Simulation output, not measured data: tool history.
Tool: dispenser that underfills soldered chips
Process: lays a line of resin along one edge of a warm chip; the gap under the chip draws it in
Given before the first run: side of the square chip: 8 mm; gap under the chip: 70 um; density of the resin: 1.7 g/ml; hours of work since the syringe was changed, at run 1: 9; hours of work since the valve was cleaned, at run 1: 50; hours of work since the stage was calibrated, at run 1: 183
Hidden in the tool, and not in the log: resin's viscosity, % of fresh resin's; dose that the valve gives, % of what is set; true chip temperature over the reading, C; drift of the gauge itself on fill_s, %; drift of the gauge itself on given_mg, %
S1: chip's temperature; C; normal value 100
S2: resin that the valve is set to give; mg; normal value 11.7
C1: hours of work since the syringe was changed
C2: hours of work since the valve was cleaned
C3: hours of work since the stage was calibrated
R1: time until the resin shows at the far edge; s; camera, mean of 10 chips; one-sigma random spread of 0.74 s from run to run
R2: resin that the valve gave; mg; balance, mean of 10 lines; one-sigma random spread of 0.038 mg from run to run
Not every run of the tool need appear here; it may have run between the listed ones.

| run | hour | S1 | S2 | C1 | C2 | C3 | R1 | R2 |
|---|---|---|---|---|---|---|---|---|
| 1 | 0 | 100 | 11.7 | 9 | 50 | 183 | 123.8 | 11.25 |
|  | 2.2 | new syringe of resin |
| 2 | 11.8 | 100 | 11.7 | 7 | 58 | 191 | 105.5 | 11.12 |
|  | 16.3 | dispensing valve cleaned and set on the balance |
|  | 17.6 | new syringe of resin |
| 3 | 20.8 | 100 | 11.7 | 2 | 3 | 197 | 75.5 | 11.69 |
|  | 32 | new syringe of resin |
| 4 | 32 | 100 | 11.7 | 0 | 11 | 204 | 65.3 | 11.56 |
|  | 47.2 | new syringe of resin |
| 5 | 47.2 | 100 | 11.7 | 0 | 21 | 215 | 65.1 | 11.51 |
|  | 61.4 | new syringe of resin |
| 6 | 61.4 | 100 | 11.7 | 0 | 31 | 225 | 65.7 | 11.41 |
|  | 75.9 | new syringe of resin |
| 7 | 78.7 | 100 | 11.7 | 2 | 43 | 237 | 74.4 | 11.35 |
| 8 | 86.1 | 108 | 14.9 | 7 | 48 | 242 | 89 | 14.32 |
|  | 90.2 | new syringe of resin |
| 9 | 100.1 | 102 | 12.7 | 7 | 58 | 251 | 103.2 | 12.11 |
|  | 104.7 | new syringe of resin |
|  | 105.7 | dispensing valve cleaned and set on the balance |
| 10 | 116.7 | 102 | 12.7 | 8 | 8 | 262 | 106 | 12.55 |
|  | 120 | new syringe of resin |
| 11 | 127.9 | 92 | 13.5 | 6 | 15 | 270 | 119.8 | 13.27 |

Hidden condition of the tool, last listed run before each entry between runs versus first listed run after:
Logged between run 1 and run 2: new syringe of resin (hour 2.2)
  resin's viscosity, % of fresh resin's: 191.2 -> 161.5; dose that the valve gives, % of what is set: 96 -> 95.41; true chip temperature over the reading, C: 1.05 -> 1.08
  what was measured, less what the result would be without the hidden state, R1: +57.7 -> +38.7 s; R2: -0.47 -> -0.54 mg
Logged between run 2 and run 3: dispensing valve cleaned and set on the balance (hour 16.3); new syringe of resin (hour 17.6)
  resin's viscosity, % of fresh resin's: 161.5 -> 116.4; dose that the valve gives, % of what is set: 95.41 -> 99.56; true chip temperature over the reading, C: 1.08 -> 1.11
  what was measured, less what the result would be without the hidden state, R1: +38.7 -> +8.9 s; R2: -0.54 -> -0.05 mg
Logged between run 3 and run 4: new syringe of resin (hour 32)
  resin's viscosity, % of fresh resin's: 116.4 -> 100.6; dose that the valve gives, % of what is set: 99.56 -> 98.97; true chip temperature over the reading, C: 1.11 -> 1.14
  what was measured, less what the result would be without the hidden state, R1: +8.9 -> -1.4 s; R2: -0.05 -> -0.12 mg
Logged between run 4 and run 5: new syringe of resin (hour 47.2)
  resin's viscosity, % of fresh resin's: 100.6 -> 100.1; dose that the valve gives, % of what is set: 98.97 -> 98.14; true chip temperature over the reading, C: 1.14 -> 1.19
  what was measured, less what the result would be without the hidden state, R1: -1.4 -> -1.8 s; R2: -0.12 -> -0.22 mg
Logged between run 5 and run 6: new syringe of resin (hour 61.4)
  resin's viscosity, % of fresh resin's: 100.1 -> 100.8; dose that the valve gives, % of what is set: 98.14 -> 97.38; true chip temperature over the reading, C: 1.19 -> 1.23
  what was measured, less what the result would be without the hidden state, R1: -1.8 -> -1.3 s; R2: -0.22 -> -0.3 mg
Logged between run 6 and run 7: new syringe of resin (hour 75.9)
  resin's viscosity, % of fresh resin's: 100.8 -> 115.9; dose that the valve gives, % of what is set: 97.38 -> 96.48; true chip temperature over the reading, C: 1.23 -> 1.28
  what was measured, less what the result would be without the hidden state, R1: -1.3 -> +8.5 s; R2: -0.3 -> -0.42 mg
Logged between run 8 and run 9: new syringe of resin (hour 90.2)
  resin's viscosity, % of fresh resin's: 169.3 -> 168; dose that the valve gives, % of what is set: 96.08 -> 95.27; true chip temperature over the reading, C: 1.31 -> 1.35
  what was measured, less what the result would be without the hidden state, R1: +34.8 -> +39.9 s; R2: -0.59 -> -0.6 mg
Logged between run 9 and run 10: new syringe of resin (hour 104.7); dispensing valve cleaned and set on the balance (hour 105.7)
  resin's viscosity, % of fresh resin's: 168 -> 175.8; dose that the valve gives, % of what is set: 95.27 -> 99.54; true chip temperature over the reading, C: 1.35 -> 1.4
  what was measured, less what the result would be without the hidden state, R1: +39.9 -> +43.6 s; R2: -0.6 -> -0.06 mg
Logged between run 10 and run 11: new syringe of resin (hour 120)
  resin's viscosity, % of fresh resin's: 175.8 -> 152.3; dose that the valve gives, % of what is set: 99.54 -> 98.92; true chip temperature over the reading, C: 1.4 -> 1.43
  what was measured, less what the result would be without the hidden state, R1: +43.6 -> +38.1 s; R2: -0.06 -> -0.15 mg

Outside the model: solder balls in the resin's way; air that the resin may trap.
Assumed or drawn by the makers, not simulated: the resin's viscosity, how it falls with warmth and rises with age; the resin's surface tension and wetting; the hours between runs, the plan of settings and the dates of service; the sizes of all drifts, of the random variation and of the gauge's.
